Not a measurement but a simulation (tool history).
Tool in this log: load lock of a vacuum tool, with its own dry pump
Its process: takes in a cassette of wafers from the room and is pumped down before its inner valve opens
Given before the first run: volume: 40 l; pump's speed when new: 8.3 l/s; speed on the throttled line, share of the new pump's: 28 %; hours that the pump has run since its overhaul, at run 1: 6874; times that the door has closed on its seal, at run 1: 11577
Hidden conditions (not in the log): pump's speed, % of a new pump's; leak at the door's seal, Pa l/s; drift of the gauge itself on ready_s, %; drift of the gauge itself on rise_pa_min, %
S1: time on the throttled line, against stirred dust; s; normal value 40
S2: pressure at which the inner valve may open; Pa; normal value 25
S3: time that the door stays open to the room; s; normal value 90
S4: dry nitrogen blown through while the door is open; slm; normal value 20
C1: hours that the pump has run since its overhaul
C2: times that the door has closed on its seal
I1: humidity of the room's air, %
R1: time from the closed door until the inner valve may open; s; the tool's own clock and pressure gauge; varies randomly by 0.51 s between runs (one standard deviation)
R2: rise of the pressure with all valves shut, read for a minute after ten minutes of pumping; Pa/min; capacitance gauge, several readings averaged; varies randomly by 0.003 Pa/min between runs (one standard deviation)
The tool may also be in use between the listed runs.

{"run": 1, "hour": 0.0, "S1": 40, "S2": 25, "S3": 90, "S4": 20, "C1": 6874, "C2": 11577, "I1": 46.6, "R1": 68.4, "R2": 0.05}
{"run": 2, "hour": 85.9, "S1": 40, "S2": 25, "S3": 90, "S4": 20, "C1": 6960, "C2": 11929, "I1": 45.4, "R1": 67.8, "R2": 0.048}
{"run": 3, "hour": 261.5, "S1": 40, "S2": 25, "S3": 90, "S4": 32, "C1": 7135, "C2": 12647, "I1": 46.4, "R1": 67.8, "R2": 0.05}
{"run": 4, "hour": 388.6, "S1": 40, "S2": 25, "S3": 90, "S4": 32, "C1": 7263, "C2": 13167, "I1": 45.9, "R1": 68.7, "R2": 0.04}
{"run": 5, "hour": 499.7, "S1": 40, "S2": 25, "S3": 90, "S4": 32, "C1": 7374, "C2": 13621, "I1": 43.7, "R1": 68.4, "R2": 0.039}
{"run": 6, "hour": 652.9, "S1": 57, "S2": 25, "S3": 90, "S4": 32, "C1": 7527, "C2": 14248, "I1": 42.9, "R1": 81.0, "R2": 0.035}
{"run": 7, "hour": 811.5, "S1": 57, "S2": 25, "S3": 90, "S4": 32, "C1": 7685, "C2": 14897, "I1": 45.2, "R1": 81.4, "R2": 0.044}
{"run": 8, "hour": 914.4, "S1": 57, "S2": 25, "S3": 90, "S4": 32, "C1": 7788, "C2": 15318, "I1": 46.5, "R1": 82.6, "R2": 0.042}
{"run": 9, "hour": 1026.5, "S1": 40, "S2": 25, "S3": 90, "S4": 20, "C1": 7900, "C2": 15777, "I1": 47.3, "R1": 69.5, "R2": 0.048}
{"run": 10, "hour": 1136.0, "S1": 40, "S2": 25, "S3": 90, "S4": 20, "C1": 8010, "C2": 16225, "I1": 42.6, "R1": 68.9, "R2": 0.05}
{"run": 11, "hour": 1262.2, "S1": 40, "S2": 25, "S3": 90, "S4": 20, "C1": 8136, "C2": 16741, "I1": 46.5, "R1": 69.7, "R2": 0.052}
{"run": 12, "hour": 1441.4, "S1": 40, "S2": 25, "S3": 90, "S4": 32, "C1": 8315, "C2": 17474, "I1": 45.9, "R1": 69.3, "R2": 0.039}
{"run": 13, "hour": 1606.3, "S1": 50, "S2": 25, "S3": 90, "S4": 32, "C1": 8480, "C2": 18149, "I1": 45.7, "R1": 76.0, "R2": 0.044}
{"run": 14, "hour": 1687.7, "S1": 30, "S2": 25, "S3": 90, "S4": 20, "C1": 8562, "C2": 18482, "I1": 48.6, "R1": 61.8, "R2": 0.052}
{"run": 15, "hour": 1787.5, "S1": 40, "S2": 25, "S3": 90, "S4": 8, "C1": 8662, "C2": 18890, "I1": 43.9, "R1": 69.1, "R2": 0.062}
{"run": 16, "hour": 1958.4, "S1": 40, "S2": 25, "S3": 90, "S4": 8, "C1": 8832, "C2": 19589, "I1": 48.4, "R1": 69.3, "R2": 0.067}
{"run": 17, "hour": 2040.0, "S1": 40, "S2": 25, "S3": 90, "S4": 8, "C1": 8914, "C2": 19923, "I1": 47.7, "R1": 68.2, "R2": 0.067}
{"run": 18, "hour": 2209.8, "S1": 26, "S2": 28, "S3": 30, "S4": 8, "C1": 9084, "C2": 20618, "I1": 41.3, "R1": 58.0, "R2": 0.04}
{"run": 19, "hour": 2293.1, "S1": 40, "S2": 25, "S3": 108, "S4": 35, "C1": 9167, "C2": 20959, "I1": 46.5, "R1": 69.3, "R2": 0.041}
{"run": 20, "hour": 2430.3, "S1": 40, "S2": 25, "S3": 108, "S4": 35, "C1": 9304, "C2": 21520, "I1": 43.2, "R1": 69.4, "R2": 0.041}
{"run": 21, "hour": 2605.9, "S1": 40, "S2": 25, "S3": 108, "S4": 35, "C1": 9480, "C2": 22238, "I1": 40.2, "R1": 69.1, "R2": 0.033}
{"run": 22, "hour": 2771.0, "S1": 40, "S2": 23, "S3": 234, "S4": 35, "C1": 9645, "C2": 22914, "I1": 44.9, "R1": 69.0, "R2": 0.052}
{"run": 23, "hour": 2888.4, "S1": 40, "S2": 23, "S3": 234, "S4": 35, "C1": 9762, "C2": 23394, "I1": 44.8, "R1": 68.9, "R2": 0.055}
{"run": 24, "hour": 3057.1, "S1": 40, "S2": 25, "S3": 40, "S4": 5, "C1": 9931, "C2": 24084, "I1": 43.5, "R1": 69.3, "R2": 0.051}
{"run": 25, "hour": 3235.8, "S1": 40, "S2": 25, "S3": 40, "S4": 5, "C1": 10110, "C2": 24816, "I1": 44.6, "R1": 68.5, "R2": 0.051}
{"run": 26, "hour": 3425.4, "S1": 40, "S2": 25, "S3": 228, "S4": 20, "C1": 10299, "C2": 25591, "I1": 48.7, "R1": 68.7, "R2": 0.073}
{"run": 27, "hour": 3601.0, "S1": 40, "S2": 32, "S3": 90, "S4": 38, "C1": 10475, "C2": 26310, "I1": 44.0, "R1": 68.1, "R2": 0.039}
{"run": 28, "hour": 3696.1, "S1": 59, "S2": 27, "S3": 36, "S4": 16, "C1": 10570, "C2": 26699, "I1": 43.4, "R1": 82.1, "R2": 0.039}
{"hour": 3758.9, "done": "dry pump taken out, an overhauled one fitted"}
{"run": 29, "hour": 3800.5, "S1": 57, "S2": 39, "S3": 54, "S4": 4, "C1": 42, "C2": 27101, "I1": 44.7, "R1": 79.8, "R2": 0.058}
{"run": 30, "hour": 3897.7, "S1": 57, "S2": 39, "S3": 54, "S4": 4, "C1": 139, "C2": 27499, "I1": 49.1, "R1": 80.4, "R2": 0.053}
{"run": 31, "hour": 4050.2, "S1": 25, "S2": 19, "S3": 118, "S4": 11, "C1": 291, "C2": 28123, "I1": 43.7, "R1": 59.7, "R2": 0.064}
{"run": 32, "hour": 4150.5, "S1": 25, "S2": 19, "S3": 118, "S4": 11, "C1": 392, "C2": 28534, "I1": 46.5, "R1": 59.9, "R2": 0.066}
{"run": 33, "hour": 4326.1, "S1": 68, "S2": 25, "S3": 90, "S4": 37, "C1": 567, "C2": 29252, "I1": 44.9, "R1": 88.6, "R2": 0.044}

Hidden state at the last listed run before each entry between runs and at the first one after, where it differs:
After run 28, before run 29: dry pump taken out, an overhauled one fitted (hour 3758.9)
  pump's speed, % of a new pump's: 99.9 -> 100

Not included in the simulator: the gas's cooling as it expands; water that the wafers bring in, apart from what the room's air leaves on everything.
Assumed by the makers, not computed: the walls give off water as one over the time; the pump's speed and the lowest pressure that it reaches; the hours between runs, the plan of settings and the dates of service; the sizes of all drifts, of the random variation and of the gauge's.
